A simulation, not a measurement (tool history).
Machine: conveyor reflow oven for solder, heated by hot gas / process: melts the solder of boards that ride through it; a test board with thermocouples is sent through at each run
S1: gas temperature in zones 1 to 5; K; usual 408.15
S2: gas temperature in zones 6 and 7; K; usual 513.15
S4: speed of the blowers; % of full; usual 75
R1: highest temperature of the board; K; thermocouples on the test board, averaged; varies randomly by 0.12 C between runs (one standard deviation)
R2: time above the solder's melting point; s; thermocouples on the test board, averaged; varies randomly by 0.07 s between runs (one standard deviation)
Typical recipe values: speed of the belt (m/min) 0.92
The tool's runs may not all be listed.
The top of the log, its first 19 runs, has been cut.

run 20 hour=134.5 | S1=408.15 S2=507.15 speed_of_the_belt_(m/min)=0.822 S4=75 | R1=493.15 R2=39.16
run 21 hour=143.3 | S1=408.15 S2=513.15 speed_of_the_belt_(m/min)=0.823 S4=77 | R1=499.05 R2=41.74
run 22 hour=153.6 | S1=408.15 S2=513.15 speed_of_the_belt_(m/min)=0.823 S4=77 | R1=498.75 R2=41.68
run 23 hour=162.7 | S1=408.15 S2=525.15 speed_of_the_belt_(m/min)=1.043 S4=77 | R1=500.55 R2=32.91
run 24 hour=168.1 | S1=408.15 S2=525.15 speed_of_the_belt_(m/min)=1.043 S4=77 | R1=500.25 R2=33.02
run 25 hour=172.6 | S1=412.15 S2=516.15 speed_of_the_belt_(m/min)=0.92 S4=75 | R1=497.75 R2=37.4
run 26 hour=179.8 | S1=403.15 S2=528.15 speed_of_the_belt_(m/min)=0.809 S4=80 | R1=512.85 R2=46.4
run 27 hour=187.6 | S1=401.15 S2=524.15 speed_of_the_belt_(m/min)=1.051 S4=59 | R1=488.95 R2=26.62
run 28 hour=192 | S1=411.15 S2=520.15 speed_of_the_belt_(m/min)=0.996 S4=75 | R1=497.85 R2=34.23
run 29 hour=198.4 | S1=393.15 S2=513.15 speed_of_the_belt_(m/min)=0.92 S4=79 | R1=492.45 R2=31.75
run 30 hour=205.7 | S1=393.15 S2=513.15 speed_of_the_belt_(m/min)=0.92 S4=79 | R1=492.65 R2=31.82

What if the next run were any one of these 4? Each begins from the tool's condition after run 30:
run A hour=210.6 | S1=408.15 S2=513.15 speed_of_the_belt_(m/min)=0.812 S4=75 | R1=? R2=?
run B hour=210.6 | S1=393.15 S2=527.15 speed_of_the_belt_(m/min)=0.92 S4=79 | R1=? R2=?
run C hour=210.6 | S1=420.15 S2=513.15 speed_of_the_belt_(m/min)=0.92 S4=75 | R1=? R2=?
run D hour=210.6 | S1=398.15 S2=508.15 speed_of_the_belt_(m/min)=0.92 S4=75 | R1=? R2=?

run=A R1=498.55 R2=42.04
run=B R1=504.95 R2=36.67
run=C R1=496.65 R2=38.71
run=D R1=487.85 R2=30.28
Without the tool's unlogged condition, the same runs would have read:
run=A R1=499.75 R2=42.61
run=B R1=506.95 R2=37.36
run=C R1=497.85 R2=39.25
run=D R1=489.55 R2=31.3
